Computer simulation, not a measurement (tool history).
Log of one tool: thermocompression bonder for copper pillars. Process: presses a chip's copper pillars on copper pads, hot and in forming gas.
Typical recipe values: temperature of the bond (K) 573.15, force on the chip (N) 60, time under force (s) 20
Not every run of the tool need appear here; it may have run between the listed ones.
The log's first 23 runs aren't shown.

run	hour	temperature of the bond (K)	force on the chip (N)	time under force (s)	force that shears a chip off (N)
# hour 524.3: forming gas filter changed
24	538.1	572.15	47	31	64.4
25	564.6	554.15	54	10	35
26	590.5	554.15	54	10	33.6
# hour 593.9: heater calibrated with a thermocouple chip
27	626.1	545.15	62	24	47.7
28	642.5	545.15	43	24	33.2
29	658.3	557.15	42	27	42.5
# hour 671.8: forming gas filter changed
30	678.1	573.15	60	22	65.5
31	710.3	574.15	41	43	63.7
32	728.1	566.15	49	15	43.5
# hour 745.1: heater calibrated with a thermocouple chip, once more
33	755.3	552.15	41	21	43.6
34	775	590.15	56	21	85
35	807.6	586.15	56	10	62.5
# hour 818.6: forming gas filter changed
36	839.5	583.15	60	20	83.3
37	872.5	583.15	60	20	82.3
38	903.7	573.15	60	27	83.2
39	928.4	573.15	60	27	81
40	957.6	553.15	49	20	48.3

Below are 3 alternative next runs, each starting from the tool's condition after run 40. Predict each:
# hour 964.3: forming gas filter changed
A	989.4	569.15	78	50	?
# hour 964.3: forming gas filter changed
B	989.4	573.15	46	34	?
# hour 964.3: forming gas filter changed
C	989.4	553.15	49	16	?

run	force that shears a chip off (N)
A	109.7
B	74.4
C	45.1
Without the tool's hidden state the same runs would have given:
run	force that shears a chip off (N)
A	113.7
B	78.1
C	47.8

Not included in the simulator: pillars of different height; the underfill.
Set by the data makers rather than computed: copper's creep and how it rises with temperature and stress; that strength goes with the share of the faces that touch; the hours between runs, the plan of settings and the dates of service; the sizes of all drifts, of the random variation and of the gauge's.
